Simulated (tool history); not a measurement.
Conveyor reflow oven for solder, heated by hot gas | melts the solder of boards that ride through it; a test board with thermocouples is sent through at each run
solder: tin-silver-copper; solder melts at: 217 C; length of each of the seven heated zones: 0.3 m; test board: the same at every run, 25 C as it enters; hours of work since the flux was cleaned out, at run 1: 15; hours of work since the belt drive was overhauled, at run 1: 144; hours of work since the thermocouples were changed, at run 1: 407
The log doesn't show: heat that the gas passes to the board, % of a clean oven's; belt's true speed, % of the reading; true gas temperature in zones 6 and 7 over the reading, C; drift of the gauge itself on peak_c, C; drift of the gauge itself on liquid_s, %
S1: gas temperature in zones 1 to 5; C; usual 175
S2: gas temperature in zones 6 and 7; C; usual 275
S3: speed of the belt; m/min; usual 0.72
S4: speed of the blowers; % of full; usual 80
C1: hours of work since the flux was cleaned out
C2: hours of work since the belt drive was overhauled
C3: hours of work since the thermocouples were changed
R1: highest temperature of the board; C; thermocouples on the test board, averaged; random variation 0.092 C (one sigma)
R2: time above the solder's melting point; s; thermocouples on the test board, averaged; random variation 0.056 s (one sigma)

run 1 hour=0 | S1=175 S2=275 S3=0.72 S4=80 | C1=15 C2=144 C3=407 | R1=262.97 R2=42.31
run 2 hour=8.3 | S1=175 S2=275 S3=0.72 S4=80 | C1=21 C2=149 C3=413 | R1=262.97 R2=42.35
run 3 hour=27.3 | S1=175 S2=275 S3=0.698 S4=80 | C1=33 C2=161 C3=425 | R1=263.83 R2=43.85
run 4 hour=44.3 | S1=175 S2=275 S3=0.698 S4=80 | C1=44 C2=172 C3=436 | R1=263.56 R2=44.03
run 5 hour=57.4 | S1=175 S2=275 S3=0.72 S4=80 | C1=52 C2=180 C3=444 | R1=262.79 R2=42.27
run 6 hour=65.8 | S1=175 S2=275 S3=0.835 S4=80 | C1=58 C2=186 C3=450 | R1=257.88 R2=34.29
run 7 hour=80.4 | S1=175 S2=275 S3=0.72 S4=80 | C1=67 C2=195 C3=459 | R1=262.79 R2=42.15
run 8 hour=91.5 | S1=175 S2=275 S3=0.72 S4=80 | C1=74 C2=202 C3=466 | R1=262.63 R2=42.09
run 9 hour=104 | S1=175 S2=275 S3=0.72 S4=80 | C1=82 C2=210 C3=474 | R1=262.51 R2=42.23
run 10 hour=121.3 | S1=175 S2=275 S3=0.72 S4=80 | C1=93 C2=221 C3=485 | R1=262.71 R2=42.17
run 11 hour=132.3 | S1=175 S2=277 S3=0.72 S4=80 | C1=100 C2=228 C3=492 | R1=264.47 R2=42.67
run 12 hour=147.6 | S1=175 S2=277 S3=0.72 S4=80 | C1=110 C2=238 C3=502 | R1=264.49 R2=42.67
run 13 hour=165.8 | S1=175 S2=277 S3=0.72 S4=80 | C1=122 C2=250 C3=514 | R1=264.14 R2=42.64
run 14 hour=180.8 | S1=175 S2=275 S3=0.72 S4=80 | C1=131 C2=260 C3=523 | R1=262.39 R2=41.91
run 15 hour=194.9 | S1=175 S2=275 S3=0.72 S4=80 | C1=140 C2=269 C3=532 | R1=262.34 R2=42.04
run 16 hour=212.8 | S1=175 S2=275 S3=0.72 S4=80 | C1=152 C2=280 C3=544 | R1=262.22 R2=42.03
run 17 hour=221.4 | S1=175 S2=277 S3=0.802 S4=69 | C1=157 C2=286 C3=549 | R1=257.32 R2=35.21
-- hour=233.6 thermocouples of zones 6 and 7 changed
run 18 hour=239.2 | S1=175 S2=275 S3=0.833 S4=82 | C1=168 C2=296 C3=4 | R1=256.55 R2=33.89
run 19 hour=255.4 | S1=182 S2=275 S3=0.72 S4=55 | C1=178 C2=306 C3=14 | R1=254.94 R2=39.95
-- hour=271.4 flux residue cleaned out of gas plates and filters
run 20 hour=275 | S1=183 S2=275 S3=0.72 S4=75 | C1=2 C2=315 C3=23 | R1=261.96 R2=43.9
run 21 hour=294.8 | S1=175 S2=289 S3=0.72 S4=80 | C1=15 C2=328 C3=36 | R1=274.9 R2=45.88
run 22 hour=311.2 | S1=175 S2=271 S3=0.853 S4=75 | C1=26 C2=339 C3=47 | R1=251.63 R2=30.88
run 23 hour=319.8 | S1=175 S2=271 S3=0.853 S4=75 | C1=31 C2=344 C3=52 | R1=251.61 R2=30.95
run 24 hour=339 | S1=162 S2=271 S3=0.656 S4=75 | C1=43 C2=357 C3=64 | R1=257.9 R2=41.78
run 25 hour=359 | S1=180 S2=281 S3=0.703 S4=75 | C1=56 C2=369 C3=77 | R1=267.37 R2=46.01
run 26 hour=377.4 | S1=180 S2=281 S3=0.703 S4=75 | C1=68 C2=381 C3=89 | R1=267.32 R2=45.8
run 27 hour=389.7 | S1=179 S2=282 S3=0.606 S4=79 | C1=76 C2=389 C3=97 | R1=273.08 R2=55.05
run 28 hour=406.1 | S1=162 S2=283 S3=0.747 S4=80 | C1=86 C2=400 C3=107 | R1=265.58 R2=38.97
run 29 hour=423.7 | S1=162 S2=283 S3=0.747 S4=80 | C1=98 C2=411 C3=119 | R1=265.66 R2=39.02
run 30 hour=437.7 | S1=162 S2=283 S3=0.747 S4=80 | C1=107 C2=420 C3=128 | R1=265.45 R2=38.91

Measured less the same run without the tool's hidden state. The same run-to-run variation is in both; the gauge's scatter may not be:
run=1 R1=+1.01 R2=+0.31
run=2 R1=+0.98 R2=+0.3
run=3 R1=+0.93 R2=+0.27
run=4 R1=+0.89 R2=+0.25
run=5 R1=+0.81 R2=+0.23
run=6 R1=+0.62 R2=+0.16
run=7 R1=+0.73 R2=+0.2
run=8 R1=+0.69 R2=+0.18
run=9 R1=+0.65 R2=+0.15
run=10 R1=+0.59 R2=+0.13
run=11 R1=+0.55 R2=+0.12
run=12 R1=+0.5 R2=+0.1
run=13 R1=+0.44 R2=+0.08
run=14 R1=+0.4 R2=+0.06
run=15 R1=+0.35 R2=+0.03
run=16 R1=+0.29 R2=+0
run=17 R1=+0.03 R2=-0.1
run=18 R1=-1.49 R2=-0.68
run=19 R1=-0.96 R2=-0.54
run=20 R1=+0.05 R2=+0.06
run=21 R1=-0.06 R2=+0.05
run=22 R1=-0.17 R2=-0.08
run=23 R1=-0.21 R2=-0.1
run=24 R1=-0.16 R2=-0.09
run=25 R1=-0.22 R2=-0.01
run=26 R1=-0.28 R2=-0.03
run=27 R1=-0.18 R2=+0.05
run=28 R1=-0.61 R2=-0.21
run=29 R1=-0.7 R2=-0.24
run=30 R1=-0.77 R2=-0.26
